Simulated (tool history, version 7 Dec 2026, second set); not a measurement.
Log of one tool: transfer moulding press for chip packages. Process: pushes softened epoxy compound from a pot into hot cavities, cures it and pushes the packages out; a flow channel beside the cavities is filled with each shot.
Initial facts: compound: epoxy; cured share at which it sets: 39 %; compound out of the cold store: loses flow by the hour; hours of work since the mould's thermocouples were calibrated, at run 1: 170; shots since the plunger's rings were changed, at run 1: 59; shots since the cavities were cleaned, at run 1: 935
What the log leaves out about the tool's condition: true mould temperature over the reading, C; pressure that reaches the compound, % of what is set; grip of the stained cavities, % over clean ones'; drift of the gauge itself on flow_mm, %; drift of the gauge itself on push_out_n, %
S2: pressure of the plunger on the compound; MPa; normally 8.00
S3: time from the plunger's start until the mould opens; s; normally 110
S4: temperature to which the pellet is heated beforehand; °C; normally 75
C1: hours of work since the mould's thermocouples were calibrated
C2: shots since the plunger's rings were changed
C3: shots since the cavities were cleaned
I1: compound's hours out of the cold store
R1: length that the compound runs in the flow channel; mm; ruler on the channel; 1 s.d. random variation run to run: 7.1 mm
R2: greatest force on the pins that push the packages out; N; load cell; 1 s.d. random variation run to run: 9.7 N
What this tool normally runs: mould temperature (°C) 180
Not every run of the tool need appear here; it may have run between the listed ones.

{"run": 1, "day": 0.0, "mould temperature (°C)": 180, "S2": 8.0, "S3": 110, "S4": 75, "C1": 170, "C2": 59, "C3": 935, "I1": 37.4, "R1": 822, "R2": 621}
{"day": 0.958, "done": "cavities cleaned with cleaning compound and waxed"}
{"run": 2, "day": 1.3, "mould temperature (°C)": 180, "S2": 8.0, "S3": 110, "S4": 75, "C1": 191, "C2": 438, "C3": 105, "I1": 34.2, "R1": 827, "R2": 730}
{"run": 3, "day": 2.817, "mould temperature (°C)": 180, "S2": 8.0, "S3": 110, "S4": 75, "C1": 218, "C2": 903, "C3": 570, "I1": 39.4, "R1": 799, "R2": 695}
{"run": 4, "day": 3.725, "mould temperature (°C)": 180, "S2": 8.0, "S3": 110, "S4": 75, "C1": 234, "C2": 1182, "C3": 849, "I1": 31.5, "R1": 824, "R2": 699}
{"day": 4.908, "done": "cavities cleaned with cleaning compound and waxed"}
{"run": 5, "day": 5.379, "mould temperature (°C)": 180, "S2": 6.64, "S3": 110, "S4": 75, "C1": 262, "C2": 1670, "C3": 145, "I1": 17.7, "R1": 763, "R2": 506}
{"run": 6, "day": 6.679, "mould temperature (°C)": 180, "S2": 6.64, "S3": 110, "S4": 75, "C1": 284, "C2": 2068, "C3": 543, "I1": 9.1, "R1": 768, "R2": 588}
{"run": 7, "day": 7.808, "mould temperature (°C)": 180, "S2": 6.64, "S3": 110, "S4": 75, "C1": 304, "C2": 2414, "C3": 889, "I1": 36.4, "R1": 721, "R2": 600}
{"day": 8.825, "done": "cavities cleaned with cleaning compound and waxed"}
{"run": 8, "day": 9.725, "mould temperature (°C)": 180, "S2": 8.59, "S3": 110, "S4": 75, "C1": 337, "C2": 2984, "C3": 278, "I1": 25.4, "R1": 831, "R2": 519}
{"day": 11.012, "done": "cavities cleaned with cleaning compound and waxed, once more"}
{"run": 9, "day": 11.375, "mould temperature (°C)": 180, "S2": 8.0, "S3": 143, "S4": 75, "C1": 364, "C2": 3469, "C3": 110, "I1": 9.4, "R1": 821, "R2": 403}
{"run": 10, "day": 12.779, "mould temperature (°C)": 180, "S2": 8.0, "S3": 129, "S4": 75, "C1": 389, "C2": 3901, "C3": 542, "I1": 18.1, "R1": 804, "R2": 490}
{"run": 11, "day": 14.158, "mould temperature (°C)": 180, "S2": 8.0, "S3": 99, "S4": 75, "C1": 413, "C2": 4323, "C3": 964, "I1": 45.0, "R1": 734, "R2": 749}
{"day": 14.408, "done": "plunger's sealing rings changed"}
{"day": 15.038, "done": "cavities cleaned with cleaning compound and waxed"}
{"run": 12, "day": 15.454, "mould temperature (°C)": 180, "S2": 8.0, "S3": 110, "S4": 75, "C1": 433, "C2": 302, "C3": 128, "I1": 38.0, "R1": 814, "R2": 487}
{"day": 15.675, "done": "mould's thermocouples calibrated"}
{"run": 13, "day": 16.712, "mould temperature (°C)": 180, "S2": 8.0, "S3": 96, "S4": 75, "C1": 18, "C2": 661, "C3": 487, "I1": 14.1, "R1": 856, "R2": 763}
{"run": 14, "day": 17.667, "mould temperature (°C)": 180, "S2": 8.0, "S3": 96, "S4": 75, "C1": 35, "C2": 954, "C3": 780, "I1": 17.0, "R1": 847, "R2": 770}
{"day": 19.038, "done": "cavities cleaned with cleaning compound and waxed"}
{"run": 15, "day": 19.362, "mould temperature (°C)": 180, "S2": 8.0, "S3": 96, "S4": 75, "C1": 63, "C2": 1455, "C3": 100, "I1": 30.1, "R1": 822, "R2": 591}
{"run": 16, "day": 20.512, "mould temperature (°C)": 180, "S2": 8.0, "S3": 96, "S4": 75, "C1": 83, "C2": 1808, "C3": 453, "I1": 23.1, "R1": 829, "R2": 719}

Run 17 is up next; what results do you expect?
{"run": 17, "day": 22.288, "mould temperature (°C)": 180, "S2": 8.0, "S3": 112, "S4": 76, "C1": 114, "C2": 2352, "C3": 997, "I1": 8.2, "R1": "?", "R2": "?"}

R1: 835 mm
R2: 616 N
If the tool had no hidden condition, the same run with the same run-to-run variation would have returned R1 878 mm, R2 426 N.
